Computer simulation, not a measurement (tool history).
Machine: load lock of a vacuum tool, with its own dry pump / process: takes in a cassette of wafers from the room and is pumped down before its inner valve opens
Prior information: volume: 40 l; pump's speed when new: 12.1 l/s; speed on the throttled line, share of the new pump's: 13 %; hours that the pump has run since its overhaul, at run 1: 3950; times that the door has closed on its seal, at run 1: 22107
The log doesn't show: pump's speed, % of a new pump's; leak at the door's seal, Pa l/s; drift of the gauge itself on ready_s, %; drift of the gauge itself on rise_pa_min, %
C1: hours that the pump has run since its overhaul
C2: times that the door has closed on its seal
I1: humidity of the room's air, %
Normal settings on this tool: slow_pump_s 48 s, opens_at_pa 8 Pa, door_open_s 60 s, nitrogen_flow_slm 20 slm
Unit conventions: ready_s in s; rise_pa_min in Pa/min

run 1 hour=0 | slow_pump_s=48 opens_at_pa=8 door_open_s=60 nitrogen_flow_slm=20 | C1=3950 C2=22107 | I1=40 | ready_s=74.3 rise_pa_min=0.09
run 2 hour=502.1 | slow_pump_s=48 opens_at_pa=8 door_open_s=60 nitrogen_flow_slm=20 | C1=4452 C2=24454 | I1=47.1 | ready_s=74.4 rise_pa_min=0.115
run 3 hour=775.9 | slow_pump_s=48 opens_at_pa=8 door_open_s=60 nitrogen_flow_slm=20 | C1=4726 C2=25733 | I1=44.6 | ready_s=74.2 rise_pa_min=0.107
run 4 hour=1294.3 | slow_pump_s=48 opens_at_pa=8 door_open_s=60 nitrogen_flow_slm=20 | C1=5244 C2=28156 | I1=43.6 | ready_s=75 rise_pa_min=0.122
run 5 hour=1864.9 | slow_pump_s=48 opens_at_pa=8 door_open_s=60 nitrogen_flow_slm=20 | C1=5815 C2=30823 | I1=44.8 | ready_s=73.9 rise_pa_min=0.136
run 6 hour=2379.8 | slow_pump_s=48 opens_at_pa=8 door_open_s=60 nitrogen_flow_slm=20 | C1=6330 C2=33229 | I1=43.7 | ready_s=75.1 rise_pa_min=0.145
run 7 hour=2657.4 | slow_pump_s=48 opens_at_pa=8 door_open_s=60 nitrogen_flow_slm=20 | C1=6608 C2=34526 | I1=46.6 | ready_s=75.1 rise_pa_min=0.157
run 8 hour=3296.4 | slow_pump_s=48 opens_at_pa=8 door_open_s=60 nitrogen_flow_slm=20 | C1=7247 C2=37512 | I1=49.7 | ready_s=75.2 rise_pa_min=0.175
run 9 hour=3809.8 | slow_pump_s=48 opens_at_pa=8 door_open_s=60 nitrogen_flow_slm=20 | C1=7760 C2=39912 | I1=46.2 | ready_s=75.7 rise_pa_min=0.19
run 10 hour=4107 | slow_pump_s=48 opens_at_pa=8 door_open_s=60 nitrogen_flow_slm=20 | C1=8057 C2=41301 | I1=49.6 | ready_s=75 rise_pa_min=0.2
run 11 hour=4420.9 | slow_pump_s=48 opens_at_pa=8 door_open_s=56 nitrogen_flow_slm=20 | C1=8371 C2=42767 | I1=45.2 | ready_s=75.3 rise_pa_min=0.201
run 12 hour=4775 | slow_pump_s=48 opens_at_pa=8 door_open_s=56 nitrogen_flow_slm=20 | C1=8725 C2=44422 | I1=47.5 | ready_s=74.9 rise_pa_min=0.216
run 13 hour=5275.1 | slow_pump_s=48 opens_at_pa=8 door_open_s=56 nitrogen_flow_slm=20 | C1=9225 C2=46760 | I1=45.5 | ready_s=75 rise_pa_min=0.23
run 14 hour=5539.4 | slow_pump_s=48 opens_at_pa=9 door_open_s=60 nitrogen_flow_slm=20 | C1=9490 C2=47995 | I1=43.6 | ready_s=75.1 rise_pa_min=0.221
run 15 hour=5916.5 | slow_pump_s=48 opens_at_pa=6 door_open_s=60 nitrogen_flow_slm=20 | C1=9867 C2=49757 | I1=44.7 | ready_s=77 rise_pa_min=0.244
run 16 hour=6377.1 | slow_pump_s=48 opens_at_pa=6 door_open_s=60 nitrogen_flow_slm=20 | C1=10327 C2=51909 | I1=47.7 | ready_s=76.2 rise_pa_min=0.264
run 17 hour=6971.4 | slow_pump_s=48 opens_at_pa=6 door_open_s=60 nitrogen_flow_slm=20 | C1=10922 C2=54687 | I1=44.3 | ready_s=77.1 rise_pa_min=0.292
run 18 hour=7259.3 | slow_pump_s=71 opens_at_pa=8 door_open_s=60 nitrogen_flow_slm=20 | C1=11210 C2=56032 | I1=44.1 | ready_s=95.3 rise_pa_min=0.292
run 19 hour=7633.8 | slow_pump_s=48 opens_at_pa=8 door_open_s=60 nitrogen_flow_slm=4 | C1=11584 C2=57782 | I1=45.8 | ready_s=76.9 rise_pa_min=0.325
run 20 hour=8112.9 | slow_pump_s=48 opens_at_pa=8 door_open_s=60 nitrogen_flow_slm=4 | C1=12063 C2=60021 | I1=41.6 | ready_s=76.4 rise_pa_min=0.335
run 21 hour=8720.6 | slow_pump_s=48 opens_at_pa=8 door_open_s=99 nitrogen_flow_slm=4 | C1=12671 C2=62861 | I1=46 | ready_s=76.7 rise_pa_min=0.369
run 22 hour=9046.2 | slow_pump_s=54 opens_at_pa=8 door_open_s=60 nitrogen_flow_slm=22 | C1=12996 C2=64383 | I1=45.5 | ready_s=81.7 rise_pa_min=0.363
run 23 hour=9425.3 | slow_pump_s=54 opens_at_pa=8 door_open_s=60 nitrogen_flow_slm=22 | C1=13376 C2=66155 | I1=45 | ready_s=81.6 rise_pa_min=0.379
run 24 hour=10007.5 | slow_pump_s=54 opens_at_pa=8 door_open_s=60 nitrogen_flow_slm=22 | C1=13958 C2=68876 | I1=43.7 | ready_s=82 rise_pa_min=0.399
-- hour=10324.6 door's seal changed, seat wiped
run 25 hour=10331.1 | slow_pump_s=54 opens_at_pa=8 door_open_s=69 nitrogen_flow_slm=8 | C1=14280 C2=31 | I1=45.4 | ready_s=82.6 rise_pa_min=0.044
run 26 hour=10740 | slow_pump_s=48 opens_at_pa=8 door_open_s=217 nitrogen_flow_slm=20 | C1=14689 C2=1942 | I1=43.6 | ready_s=77.6 rise_pa_min=0.049
run 27 hour=11211.8 | slow_pump_s=48 opens_at_pa=8 door_open_s=217 nitrogen_flow_slm=20 | C1=15161 C2=4147 | I1=43.9 | ready_s=76.9 rise_pa_min=0.058
run 28 hour=11481.5 | slow_pump_s=48 opens_at_pa=10 door_open_s=60 nitrogen_flow_slm=10 | C1=15430 C2=5407 | I1=44.8 | ready_s=77.1 rise_pa_min=0.051
run 29 hour=11845.1 | slow_pump_s=48 opens_at_pa=10 door_open_s=60 nitrogen_flow_slm=10 | C1=15794 C2=7106 | I1=44.6 | ready_s=76.1 rise_pa_min=0.058
run 30 hour=12412.5 | slow_pump_s=54 opens_at_pa=8 door_open_s=60 nitrogen_flow_slm=6 | C1=16361 C2=9758 | I1=44.4 | ready_s=83 rise_pa_min=0.065
run 31 hour=12899.2 | slow_pump_s=35 opens_at_pa=8 door_open_s=224 nitrogen_flow_slm=42 | C1=16848 C2=12032 | I1=44.8 | ready_s=66.8 rise_pa_min=0.063
run 32 hour=13293.4 | slow_pump_s=35 opens_at_pa=8 door_open_s=224 nitrogen_flow_slm=42 | C1=17242 C2=13875 | I1=42.1 | ready_s=67.3 rise_pa_min=0.068
run 33 hour=13935.2 | slow_pump_s=35 opens_at_pa=6 door_open_s=224 nitrogen_flow_slm=5 | C1=17884 C2=16874 | I1=45.4 | ready_s=68.3 rise_pa_min=0.111
run 34 hour=14359.1 | slow_pump_s=86 opens_at_pa=10 door_open_s=174 nitrogen_flow_slm=42 | C1=18308 C2=18855 | I1=43.2 | ready_s=110 rise_pa_min=0.085
run 35 hour=14665.7 | slow_pump_s=86 opens_at_pa=10 door_open_s=174 nitrogen_flow_slm=42 | C1=18614 C2=20288 | I1=45.6 | ready_s=109 rise_pa_min=0.089
run 36 hour=15236.2 | slow_pump_s=91 opens_at_pa=13 door_open_s=65 nitrogen_flow_slm=40 | C1=19185 C2=22954 | I1=47.5 | ready_s=112.1 rise_pa_min=0.091
run 37 hour=15543.5 | slow_pump_s=64 opens_at_pa=11 door_open_s=78 nitrogen_flow_slm=7 | C1=19492 C2=24390 | I1=42.6 | ready_s=91.9 rise_pa_min=0.113

Forecast each of these 4 alternatives for the next run:
run A hour=16035 | slow_pump_s=62 opens_at_pa=14 door_open_s=78 nitrogen_flow_slm=16 | C1=19984 C2=26687 | I1=45.5 | ready_s=? rise_pa_min=?
run B hour=16035 | slow_pump_s=26 opens_at_pa=14 door_open_s=78 nitrogen_flow_slm=35 | C1=19984 C2=26687 | I1=43.1 | ready_s=? rise_pa_min=?
run C hour=16035 | slow_pump_s=48 opens_at_pa=7 door_open_s=182 nitrogen_flow_slm=37 | C1=19984 C2=26687 | I1=45 | ready_s=? rise_pa_min=?
run D hour=16035 | slow_pump_s=48 opens_at_pa=8 door_open_s=60 nitrogen_flow_slm=6 | C1=19984 C2=26687 | I1=44 | ready_s=? rise_pa_min=?

run=A ready_s=88.7 rise_pa_min=0.123
run=B ready_s=57.7 rise_pa_min=0.101
run=C ready_s=80.2 rise_pa_min=0.116
run=D ready_s=79.7 rise_pa_min=0.121
Stripped of hidden state, with their random variation kept, the same runs would have yielded:
run=A ready_s=83.8 rise_pa_min=0.042
run=B ready_s=51.9 rise_pa_min=0.021
run=C ready_s=74.4 rise_pa_min=0.036
run=D ready_s=73.9 rise_pa_min=0.04
